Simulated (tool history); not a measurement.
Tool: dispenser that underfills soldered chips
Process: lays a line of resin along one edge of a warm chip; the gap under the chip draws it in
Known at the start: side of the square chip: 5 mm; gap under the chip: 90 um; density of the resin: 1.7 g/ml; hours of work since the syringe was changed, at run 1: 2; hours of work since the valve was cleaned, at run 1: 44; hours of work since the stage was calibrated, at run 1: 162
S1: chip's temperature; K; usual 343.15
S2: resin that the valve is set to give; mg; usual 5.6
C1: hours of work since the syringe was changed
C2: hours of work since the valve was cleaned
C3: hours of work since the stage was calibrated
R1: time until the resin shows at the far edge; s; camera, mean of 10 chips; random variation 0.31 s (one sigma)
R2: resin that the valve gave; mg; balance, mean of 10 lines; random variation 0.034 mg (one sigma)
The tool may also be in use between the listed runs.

run 1 hour=0 | S1=343.15 S2=5.6 | C1=2 C2=44 C3=162 | R1=6.4 R2=5.38
-- hour=6.7 new syringe of resin
run 2 hour=12 | S1=343.15 S2=5.6 | C1=4 C2=53 C3=170 | R1=7.7 R2=5.33
-- hour=15.8 new syringe of resin
-- hour=24.6 new syringe of resin
run 3 hour=25.4 | S1=348.15 S2=5.6 | C1=1 C2=62 C3=180 | R1=4.7 R2=5.31
-- hour=32.9 new syringe of resin
run 4 hour=33 | S1=348.15 S2=5.6 | C1=0 C2=68 C3=185 | R1=4.3 R2=5.26
-- hour=41.4 new syringe of resin
run 5 hour=47.2 | S1=348.15 S2=5.6 | C1=4 C2=78 C3=196 | R1=7 R2=5.21
-- hour=50.4 new syringe of resin
run 6 hour=56.8 | S1=343.15 S2=5.6 | C1=5 C2=85 C3=202 | R1=8.6 R2=5.2
-- hour=59.1 new syringe of resin
run 7 hour=64.7 | S1=343.15 S2=6.18 | C1=4 C2=91 C3=208 | R1=7.9 R2=5.72
-- hour=68.2 new syringe of resin
-- hour=77.1 new syringe of resin
run 8 hour=79.8 | S1=343.15 S2=6.18 | C1=2 C2=101 C3=219 | R1=7.1 R2=5.6
-- hour=85.8 new syringe of resin
run 9 hour=91.2 | S1=343.15 S2=6.18 | C1=4 C2=110 C3=227 | R1=8 R2=5.64
-- hour=95.1 new syringe of resin
-- hour=104.1 new syringe of resin
run 10 hour=104.4 | S1=343.15 S2=5.6 | C1=0 C2=119 C3=236 | R1=5.8 R2=4.99

Run 11 comes next. What will it give?
-- hour=113 new syringe of resin
run 11 hour=118.8 | S1=335.15 S2=5.6 | C1=4 C2=129 C3=247 | R1=? R2=?

R1: 11.3 s
R2: 4.98 mg
Without the tool's hidden state the same run would have given R1 7.6 s, R2 5.6 mg.

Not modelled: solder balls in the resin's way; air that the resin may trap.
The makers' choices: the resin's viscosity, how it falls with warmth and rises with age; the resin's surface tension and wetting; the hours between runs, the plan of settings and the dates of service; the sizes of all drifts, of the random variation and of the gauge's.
